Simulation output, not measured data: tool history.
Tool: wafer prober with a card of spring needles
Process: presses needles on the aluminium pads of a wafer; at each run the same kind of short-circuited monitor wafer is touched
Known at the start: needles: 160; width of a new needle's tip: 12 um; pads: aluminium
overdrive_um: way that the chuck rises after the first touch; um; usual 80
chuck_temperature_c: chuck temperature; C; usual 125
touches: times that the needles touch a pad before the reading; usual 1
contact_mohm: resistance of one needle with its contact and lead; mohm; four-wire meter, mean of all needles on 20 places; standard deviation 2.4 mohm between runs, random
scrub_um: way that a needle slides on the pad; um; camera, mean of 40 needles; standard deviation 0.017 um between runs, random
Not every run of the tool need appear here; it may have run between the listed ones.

run	day	overdrive_um	chuck_temperature_c	touches	contact_mohm	scrub_um
1	0.000	80	125	1	310	12.17
# day 0.517: tips cleaned on abrasive film
2	0.838	80	125	3	298	12.16
# day 1.171: tips cleaned on abrasive film
3	1.529	80	125	2	313	12.18
# day 1.858: tips cleaned on abrasive film
4	2.062	80	125	1	324	12.16
# day 2.538: tips cleaned on abrasive film
5	2.950	80	125	1	336	12.15
# day 3.233: tips cleaned on abrasive film
6	3.675	80	125	1	338	12.14
# day 3.933: tips cleaned on abrasive film
# day 4.575: tips cleaned on abrasive film
7	4.575	80	125	1	285	12.09
8	5.021	80	125	1	343	12.12
# day 5.225: tips cleaned on abrasive film
9	5.679	68	125	2	326	10.30
# day 5.867: tips cleaned on abrasive film
10	6.492	68	125	2	328	10.29
# day 6.550: tips cleaned on abrasive film
11	7.129	70	60	2	318	10.58
# day 7.217: tips cleaned on abrasive film
# day 7.867: tips cleaned on abrasive film
12	7.867	70	60	2	268	10.55

Branching from run 12: 3 alternative next runs. What would each branch give?
A	8.367	80	125	3	?	?
B	8.367	79	60	2	?	?
C	8.367	80	81	3	?	?

run	contact_mohm	scrub_um
A	304	12.09
B	303	11.94
C	294	12.10
With the hidden condition removed and each run's random variation left untouched, the same runs would have given:
run	contact_mohm	scrub_um
A	279	12.19
B	257	12.04
C	267	12.20
